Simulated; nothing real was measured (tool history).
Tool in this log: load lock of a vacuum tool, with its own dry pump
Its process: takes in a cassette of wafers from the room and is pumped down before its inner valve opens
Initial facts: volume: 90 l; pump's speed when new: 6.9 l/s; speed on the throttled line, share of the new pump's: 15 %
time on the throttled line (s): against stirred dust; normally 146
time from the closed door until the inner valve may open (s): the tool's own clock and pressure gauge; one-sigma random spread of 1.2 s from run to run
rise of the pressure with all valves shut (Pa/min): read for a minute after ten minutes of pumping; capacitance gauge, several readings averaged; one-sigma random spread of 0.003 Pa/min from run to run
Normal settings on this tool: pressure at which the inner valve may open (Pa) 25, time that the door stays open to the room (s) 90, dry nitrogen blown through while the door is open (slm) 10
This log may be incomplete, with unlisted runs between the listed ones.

run	hour	time on the throttled line (s)	pressure at which the inner valve may open (Pa)	time that the door stays open to the room (s)	dry nitrogen blown through while the door is open (slm)	incoming humidity of the room's air, %	time from the closed door until the inner valve may open (s)	rise of the pressure with all valves shut (Pa/min)
1	0.0	146	25	90	10	45.3	237.0	0.093
2	114.0	146	25	90	10	43.3	234.6	0.091
3	178.9	77	25	90	10	49.3	176.5	0.088
4	234.8	77	25	90	10	45.8	175.5	0.094
5	345.7	146	25	36	10	42.8	234.6	0.079
6	426.6	138	25	90	10	46.8	225.3	0.101
7	491.0	146	25	90	10	47.3	234.3	0.099
8	575.7	146	25	90	10	46.3	232.7	0.101
9	639.7	146	25	90	25	42.3	232.5	0.089
10	725.0	146	25	90	25	46.8	234.3	0.092
11	799.2	146	25	27	10	47.4	234.4	0.087
12	884.7	146	25	90	10	45.1	235.6	0.103
13	966.7	146	25	90	10	46.0	233.1	0.108
14	1079.7	146	25	90	10	47.4	237.5	0.105
15	1165.6	146	25	90	10	44.4	235.1	0.110
16	1254.3	87	25	90	10	44.5	184.7	0.111
17	1352.8	87	25	90	10	47.6	186.2	0.112
18	1473.2	163	25	90	10	47.3	250.2	0.118
19	1593.7	163	25	90	10	47.5	249.5	0.125
20	1697.8	78	19	90	10	43.5	182.6	0.116
21	1809.0	78	19	90	10	45.5	180.5	0.124
22	1903.2	161	19	90	16	43.8	253.2	0.125
23	1972.7	146	21	90	10	44.5	237.9	0.130
24	2083.6	146	25	141	40	44.4	235.5	0.118
25	2189.9	179	25	141	40	45.0	264.6	0.125
26	2307.5	114	25	127	4	47.5	208.1	0.152
27	2365.5	162	25	167	4	48.5	248.3	0.166
28	2416.3	156	46	204	10	46.8	236.4	0.161
29	2522.4	156	46	204	10	44.6	234.4	0.160
30	2609.2	156	30	65	4	46.0	241.8	0.143
31	2660.9	156	30	65	4	45.4	241.5	0.144
32	2747.4	85	32	35	30	43.6	181.2	0.121
33	2797.2	146	25	90	20	46.4	236.4	0.141
34	2894.2	146	25	90	20	42.6	237.0	0.143
35	3004.8	146	25	90	20	45.9	234.7	0.146
36	3067.4	146	25	90	23	41.4	237.0	0.150
37	3177.1	146	32	90	10	44.6	233.6	0.155

Branching from run 37: 3 alternative next runs. What would each branch give?
A	3239.6	146	31	49	7	41.3	?	?
B	3239.6	126	33	90	10	46.3	?	?
C	3239.6	146	32	197	15	45.2	?	?

run	time from the closed door until the inner valve may open (s)	rise of the pressure with all valves shut (Pa/min)
A	233.5	0.149
B	214.7	0.158
C	232.6	0.176
With the hidden condition removed and each run's random variation left untouched, the same runs would have given:
run	time from the closed door until the inner valve may open (s)	rise of the pressure with all valves shut (Pa/min)
A	230.2	0.020
B	211.3	0.030
C	229.3	0.048
